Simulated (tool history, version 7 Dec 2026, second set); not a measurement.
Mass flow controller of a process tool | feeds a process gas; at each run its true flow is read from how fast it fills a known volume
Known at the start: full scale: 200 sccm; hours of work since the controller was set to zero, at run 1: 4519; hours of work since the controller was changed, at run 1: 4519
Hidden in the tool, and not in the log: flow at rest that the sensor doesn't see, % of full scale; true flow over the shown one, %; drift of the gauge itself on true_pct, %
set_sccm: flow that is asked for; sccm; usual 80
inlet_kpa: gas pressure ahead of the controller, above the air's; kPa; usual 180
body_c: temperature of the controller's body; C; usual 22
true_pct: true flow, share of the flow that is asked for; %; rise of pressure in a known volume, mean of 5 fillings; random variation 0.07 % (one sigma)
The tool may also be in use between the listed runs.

| run | day | set_sccm | inlet_kpa | body_c | hours of work since the controller was set to zero | hours of work since the controller was changed | true_pct |
|---|---|---|---|---|---|---|---|
| 1 | 0.000 | 80 | 180 | 22 | 4519 | 4519 | 98.27 |
| 2 | 11.100 | 80 | 180 | 22 | 4682 | 4682 | 98.21 |
| 3 | 20.921 | 80 | 180 | 22 | 4826 | 4826 | 98.11 |
| 4 | 37.450 | 80 | 154 | 22 | 5069 | 5069 | 98.22 |
| 5 | 49.450 | 80 | 154 | 22 | 5245 | 5245 | 98.16 |
|  | 69.083 | controller exchanged for a calibrated one |
| 6 | 71.900 | 80 | 154 | 22 | 41 | 41 | 98.29 |
| 7 | 85.954 | 80 | 154 | 22 | 248 | 248 | 98.20 |
| 8 | 107.796 | 80 | 154 | 22 | 568 | 568 | 98.17 |
| 9 | 125.429 | 80 | 154 | 22 | 827 | 827 | 98.27 |
| 10 | 140.308 | 80 | 180 | 25 | 1045 | 1045 | 98.18 |
| 11 | 151.779 | 80 | 180 | 22 | 1214 | 1214 | 98.29 |
| 12 | 168.496 | 70 | 180 | 22 | 1459 | 1459 | 98.09 |
| 13 | 181.642 | 70 | 180 | 22 | 1652 | 1652 | 98.07 |
| 14 | 196.696 | 70 | 180 | 31 | 1873 | 1873 | 98.38 |
| 15 | 219.167 | 70 | 180 | 31 | 2203 | 2203 | 98.28 |
| 16 | 237.371 | 80 | 205 | 22 | 2470 | 2470 | 98.20 |
| 17 | 255.208 | 80 | 205 | 22 | 2731 | 2731 | 98.02 |
| 18 | 275.179 | 80 | 180 | 22 | 3025 | 3025 | 98.25 |
| 19 | 288.338 | 80 | 180 | 22 | 3218 | 3218 | 98.25 |
| 20 | 299.862 | 80 | 180 | 22 | 3387 | 3387 | 98.11 |
| 21 | 316.304 | 80 | 180 | 22 | 3628 | 3628 | 98.22 |
| 22 | 337.983 | 80 | 180 | 22 | 3946 | 3946 | 98.17 |
| 23 | 354.783 | 80 | 180 | 22 | 4193 | 4193 | 98.19 |
| 24 | 367.183 | 80 | 180 | 22 | 4375 | 4375 | 98.18 |
| 25 | 384.288 | 80 | 180 | 29 | 4626 | 4626 | 98.39 |
| 26 | 394.696 | 87 | 250 | 27 | 4779 | 4779 | 98.35 |
| 27 | 409.992 | 87 | 250 | 27 | 5003 | 5003 | 98.28 |
| 28 | 429.088 | 87 | 250 | 27 | 5283 | 5283 | 98.30 |
|  | 446.092 | controller exchanged for a calibrated one |
| 29 | 446.092 | 80 | 202 | 22 | 0 | 0 | 98.12 |
| 30 | 465.150 | 27 | 151 | 22 | 280 | 280 | 97.45 |
| 31 | 487.912 | 27 | 162 | 34 | 614 | 614 | 97.89 |
| 32 | 498.179 | 132 | 242 | 34 | 764 | 764 | 99.20 |
| 33 | 514.438 | 129 | 227 | 35 | 1003 | 1003 | 99.25 |
| 34 | 528.288 | 35 | 218 | 34 | 1206 | 1206 | 97.91 |
| 35 | 546.467 | 161 | 208 | 32 | 1473 | 1473 | 99.54 |
| 36 | 557.392 | 61 | 154 | 37 | 1633 | 1633 | 98.35 |
| 37 | 572.225 | 80 | 216 | 33 | 1851 | 1851 | 98.54 |
| 38 | 587.575 | 80 | 216 | 33 | 2076 | 2076 | 98.48 |
| 39 | 598.854 | 80 | 247 | 34 | 2242 | 2242 | 98.42 |
| 40 | 622.142 | 61 | 169 | 22 | 2584 | 2584 | 97.99 |
| 41 | 643.504 | 61 | 169 | 22 | 2897 | 2897 | 98.03 |
| 42 | 658.662 | 50 | 207 | 28 | 3120 | 3120 | 98.00 |
| 43 | 680.800 | 50 | 253 | 22 | 3444 | 3444 | 97.70 |
| 44 | 691.579 | 50 | 253 | 22 | 3603 | 3603 | 97.63 |
| 45 | 706.379 | 21 | 180 | 22 | 3820 | 3820 | 97.36 |
| 46 | 723.054 | 21 | 180 | 22 | 4065 | 4065 | 97.28 |
| 47 | 735.550 | 21 | 180 | 22 | 4248 | 4248 | 97.36 |
| 48 | 745.725 | 80 | 148 | 22 | 4397 | 4397 | 98.21 |

Hidden state at the last listed run before each entry between runs and at the first one after, where it differs:
Between runs 5 and 6: controller exchanged for a calibrated one (day 69.083)
  flow at rest that the sensor doesn't see, % of full scale: -0.002 -> 0; true flow over the shown one, %: -0.01 -> 0
Between runs 28 and 29: controller exchanged for a calibrated one (day 446.092)
  flow at rest that the sensor doesn't see, % of full scale: -0.001 -> 0; true flow over the shown one, %: -0.01 -> 0

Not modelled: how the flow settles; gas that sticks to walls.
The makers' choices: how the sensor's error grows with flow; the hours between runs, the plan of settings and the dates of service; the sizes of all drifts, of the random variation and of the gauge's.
